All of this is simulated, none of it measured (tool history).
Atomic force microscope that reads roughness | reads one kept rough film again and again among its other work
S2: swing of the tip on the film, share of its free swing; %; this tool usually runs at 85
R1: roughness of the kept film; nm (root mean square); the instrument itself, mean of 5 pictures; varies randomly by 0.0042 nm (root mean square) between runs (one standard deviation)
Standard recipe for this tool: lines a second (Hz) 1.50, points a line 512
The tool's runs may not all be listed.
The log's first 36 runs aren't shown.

run 37 hour=1128.9 | lines_a_second_(Hz)=1.50 S2=75 points_a_line=909 | R1=0.942
-- hour=1135.6 new tip fitted
run 38 hour=1155.5 | lines_a_second_(Hz)=3.13 S2=75 points_a_line=909 | R1=0.903
run 39 hour=1175.4 | lines_a_second_(Hz)=1.83 S2=85 points_a_line=512 | R1=0.890
-- hour=1197.4 new tip fitted
run 40 hour=1198.4 | lines_a_second_(Hz)=1.83 S2=85 points_a_line=512 | R1=0.921
run 41 hour=1236.9 | lines_a_second_(Hz)=1.83 S2=85 points_a_line=512 | R1=0.904
-- hour=1256.4 new tip fitted
run 42 hour=1270.5 | lines_a_second_(Hz)=1.83 S2=85 points_a_line=583 | R1=0.908
run 43 hour=1305.4 | lines_a_second_(Hz)=1.50 S2=89 points_a_line=785 | R1=0.897
-- hour=1317.1 new tip fitted
run 44 hour=1332.5 | lines_a_second_(Hz)=1.50 S2=89 points_a_line=785 | R1=0.917
run 45 hour=1352.6 | lines_a_second_(Hz)=0.80 S2=81 points_a_line=1009 | R1=0.969
run 46 hour=1371.4 | lines_a_second_(Hz)=0.80 S2=81 points_a_line=1009 | R1=0.959
-- hour=1378.3 new tip fitted
run 47 hour=1399.3 | lines_a_second_(Hz)=1.40 S2=66 points_a_line=517 | R1=0.994
run 48 hour=1417.0 | lines_a_second_(Hz)=1.50 S2=89 points_a_line=877 | R1=0.903
-- hour=1437.3 new tip fitted
run 49 hour=1450.1 | lines_a_second_(Hz)=0.88 S2=85 points_a_line=506 | R1=0.963
run 50 hour=1482.9 | lines_a_second_(Hz)=0.88 S2=77 points_a_line=584 | R1=0.962

Predict each of these 3 candidate next runs independently; none follows another, all start after run 50:
-- hour=1497.5 new tip fitted
run A hour=1502.8 | lines_a_second_(Hz)=0.96 S2=79 points_a_line=327 | R1=?
-- hour=1497.5 new tip fitted
run B hour=1502.8 | lines_a_second_(Hz)=0.88 S2=77 points_a_line=269 | R1=?
-- hour=1497.5 new tip fitted
run C hour=1502.8 | lines_a_second_(Hz)=0.66 S2=60 points_a_line=398 | R1=?

run=A R1=0.973
run=B R1=0.987
run=C R1=1.006
Without the tool's unlogged condition, the same runs would have read:
run=A R1=0.969
run=B R1=0.983
run=C R1=1.002
